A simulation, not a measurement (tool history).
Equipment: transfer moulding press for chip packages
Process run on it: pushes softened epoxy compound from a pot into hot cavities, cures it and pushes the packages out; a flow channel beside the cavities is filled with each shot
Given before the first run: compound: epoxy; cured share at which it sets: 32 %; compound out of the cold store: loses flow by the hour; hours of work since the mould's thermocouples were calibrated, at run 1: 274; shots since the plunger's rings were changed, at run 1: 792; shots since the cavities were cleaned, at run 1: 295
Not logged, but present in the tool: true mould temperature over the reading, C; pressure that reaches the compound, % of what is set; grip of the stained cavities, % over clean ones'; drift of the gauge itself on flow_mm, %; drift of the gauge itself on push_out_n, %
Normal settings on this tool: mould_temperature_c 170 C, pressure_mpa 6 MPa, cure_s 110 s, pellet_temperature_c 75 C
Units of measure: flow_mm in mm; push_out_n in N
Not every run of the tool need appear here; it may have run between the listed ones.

run	hour	mould_temperature_c	pressure_mpa	cure_s	pellet_temperature_c	hours of work since the mould's thermocouples were calibrated	shots since the plunger's rings were changed	shots since the cavities were cleaned	incoming compound's hours out of the cold store	flow_mm	push_out_n
1	0	170	6	110	75	274	792	295	21.7	558	429
2	9.7	170	6	110	78	278	857	360	45.3	523	433
3	19.2	170	5.14	110	75	282	921	424	41	482	448
4	36.2	170	6	133	75	289	1037	540	22.3	564	417
5	48.2	170	6	133	75	294	1118	621	26.1	546	407
6	59.9	174	6	110	75	299	1197	700	45.7	508	421
7	74.6	174	6	110	75	306	1297	800	13.7	561	438
8	87.4	174	6	110	75	311	1383	886	29	525	445
9	96.7	170	6	145	75	315	1446	949	46.6	508	421
# hour 107.9: cavities cleaned with cleaning compound and waxed
10	110.4	170	6	110	75	320	1529	17	28.4	540	323
11	127.9	170	6	110	75	328	1647	135	31.8	532	371
# hour 131.4: mould's thermocouples calibrated
12	141.9	169	6.67	116	75	5	1728	216	23.2	584	415
13	150.3	169	6.67	116	75	8	1785	273	15.6	600	438
14	166	169	7.36	132	75	15	1892	380	22	616	401
15	174.3	169	7.36	132	75	18	1948	436	39.2	580	411
16	183.4	169	7.36	132	74	22	2009	497	15.8	628	419
17	191.4	171	7.36	125	74	26	2064	552	23.1	600	426
18	200.1	172	6	92	83	30	2122	610	32.6	520	651
# hour 206.5: mould's thermocouples calibrated, once more
19	213.2	172	6	92	83	3	2197	685	45.7	491	566
20	228.2	172	5.87	92	84	9	2299	787	34.3	502	561
21	240.1	172	6.5	113	65	14	2380	868	47.8	510	441
22	247.7	173	6.22	98	80	18	2431	919	9.6	566	512

3 options for the next run, each taken on its own from the tool as it stands now. Forecast them:
# hour 262.6: cavities cleaned with cleaning compound and waxed
A	265.9	163	6	110	75	25	2544	22	14.6	?	?
# hour 262.6: cavities cleaned with cleaning compound and waxed
B	265.9	170	6	118	70	25	2544	22	17.3	?	?
# hour 262.6: cavities cleaned with cleaning compound and waxed
C	265.9	170	6	110	75	25	2544	22	39	?	?

run	flow_mm	push_out_n
A	570	501
B	552	266
C	502	283
What these runs would have given with no unlogged condition in the tool:
run	flow_mm	push_out_n
A	598	480
B	578	253
C	526	270
